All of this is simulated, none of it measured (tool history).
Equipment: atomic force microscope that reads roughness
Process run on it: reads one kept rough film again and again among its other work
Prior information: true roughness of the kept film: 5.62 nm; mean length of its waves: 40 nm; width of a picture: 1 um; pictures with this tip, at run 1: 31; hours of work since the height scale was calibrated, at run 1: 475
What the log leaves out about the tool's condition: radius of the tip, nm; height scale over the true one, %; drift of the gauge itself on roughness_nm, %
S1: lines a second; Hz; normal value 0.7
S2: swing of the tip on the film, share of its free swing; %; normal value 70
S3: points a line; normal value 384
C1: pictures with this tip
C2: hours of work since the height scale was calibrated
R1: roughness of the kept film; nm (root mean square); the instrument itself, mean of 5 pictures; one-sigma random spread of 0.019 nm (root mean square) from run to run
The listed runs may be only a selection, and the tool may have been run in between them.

Run 1, day 0: usual settings; C1 31; C2 475. Result: R1 4.764 nm (root mean square).
Run 2, day 1.046: usual settings but S2 60 %; C1 57; C2 486. Result: R1 4.76 nm (root mean square).
Run 3, day 2.504: usual settings but S3 680; C1 92; C2 502. Result: R1 4.746 nm (root mean square).
Run 4, day 3.267: usual settings; C1 111; C2 510. Result: R1 4.707 nm (root mean square).
At day 3.938: new tip fitted.
Run 5, day 4.5: usual settings; C1 13; C2 523. Result: R1 4.719 nm (root mean square).
Run 6, day 5.6: usual settings; C1 40; C2 534. Result: R1 4.727 nm (root mean square).
Run 7, day 6.333: usual settings but S2 80 %, S3 952; C1 58; C2 542. Result: R1 4.596 nm (root mean square).
Run 8, day 7.258: usual settings but S1 1.833 Hz, S2 65 %, S3 689; C1 81; C2 552. Result: R1 4.575 nm (root mean square).
Run 9, day 8.354: usual settings but S1 2.114 Hz, S2 84 %, S3 455; C1 108; C2 564. Result: R1 3.87 nm (root mean square).
At day 9.154: new tip fitted.
Run 10, day 9.4: usual settings but S1 3.101 Hz, S2 65 %; C1 6; C2 575. Result: R1 4.299 nm (root mean square).
Run 11, day 10.258: usual settings but S1 3.101 Hz, S2 65 %, S3 419; C1 27; C2 584. Result: R1 4.282 nm (root mean square).
Run 12, day 11.746: usual settings but S1 3.101 Hz, S2 63 %, S3 419; C1 63; C2 599. Result: R1 4.355 nm (root mean square).

Describe how what the log doesn't record of the tool's condition differs between the last listed run preceding each entry between runs and the first listed run following it.
Between runs 4 and 5: new tip fitted (day 3.938)
  radius of the tip, nm: 10.1 -> 10
Between runs 9 and 10: new tip fitted (day 9.154)
  radius of the tip, nm: 10.1 -> 10
